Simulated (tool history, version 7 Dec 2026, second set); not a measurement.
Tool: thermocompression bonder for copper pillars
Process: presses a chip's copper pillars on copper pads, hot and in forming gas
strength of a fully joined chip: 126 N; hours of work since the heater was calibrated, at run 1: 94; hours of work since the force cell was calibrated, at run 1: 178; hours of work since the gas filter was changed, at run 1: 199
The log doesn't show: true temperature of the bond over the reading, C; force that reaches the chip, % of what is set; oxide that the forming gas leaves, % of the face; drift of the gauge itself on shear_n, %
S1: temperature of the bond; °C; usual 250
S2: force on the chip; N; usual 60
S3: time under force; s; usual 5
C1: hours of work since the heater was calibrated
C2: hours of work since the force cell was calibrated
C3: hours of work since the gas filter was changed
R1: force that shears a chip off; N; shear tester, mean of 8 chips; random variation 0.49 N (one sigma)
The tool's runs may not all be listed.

Run 1, hour 0: usual settings; C1 94; C2 178; C3 199. Result: R1 73.3 N.
Run 2, hour 5.9: usual settings but S3 10 s; C1 98; C2 181; C3 202. Result: R1 88.8 N.
Run 3, hour 12.3: usual settings but S2 87 N; C1 101; C2 185; C3 206. Result: R1 97.5 N.
Run 4, hour 20.7: usual settings but S2 87 N; C1 106; C2 190; C3 211. Result: R1 96.6 N.
Run 5, hour 27.8: usual settings but S2 87 N; C1 110; C2 194; C3 215. Result: R1 96.2 N.
Run 6, hour 35.8: usual settings but S2 87 N; C1 115; C2 199; C3 220. Result: R1 97.1 N.
Run 7, hour 40.3: usual settings but S2 87 N; C1 118; C2 201; C3 223. Result: R1 97.5 N.
Run 8, hour 44: usual settings but S1 241 °C, S2 57 N; C1 120; C2 204; C3 225. Result: R1 62.8 N.
Run 9, hour 49.6: usual settings but S1 223 °C, S2 81 N; C1 123; C2 207; C3 228. Result: R1 71.3 N.
Run 10, hour 56.1: usual settings but S1 264 °C, S2 66 N; C1 127; C2 211; C3 232. Result: R1 88.5 N.
Run 11, hour 64.9: usual settings but S1 260 °C, S2 68 N, S3 11 s; C1 132; C2 216; C3 237. Result: R1 103.6 N.
Run 12, hour 71.7: usual settings but S1 260 °C, S2 68 N, S3 11 s; C1 136; C2 220; C3 241. Result: R1 104.2 N.
Run 13, hour 80.7: usual settings but S2 46 N, S3 4 s; C1 142; C2 225; C3 246. Result: R1 50.3 N.
Run 14, hour 87.4: usual settings but S1 231 °C; C1 146; C2 229; C3 250. Result: R1 58.3 N.

3 ways to go on from here, each from the tool as it stands after run 14. What would each give?
Run A, hour 95.3: usual settings but S1 270 °C, S2 36 N, S3 6 s; C1 150; C2 234; C3 255. Result: R1 ?.
Run B, hour 95.3: usual settings but S1 231 °C, S2 80 N; C1 150; C2 234; C3 255. Result: R1 ?.
Run C, hour 95.3: usual settings but S3 3 s; C1 150; C2 234; C3 255. Result: R1 ?.

run    R1
  A  56.4
  B  77.4
  C  60.7
Without the tool's hidden state the same runs would have given:
run    R1
  A  56.6
  B  77.7
  C  60.9
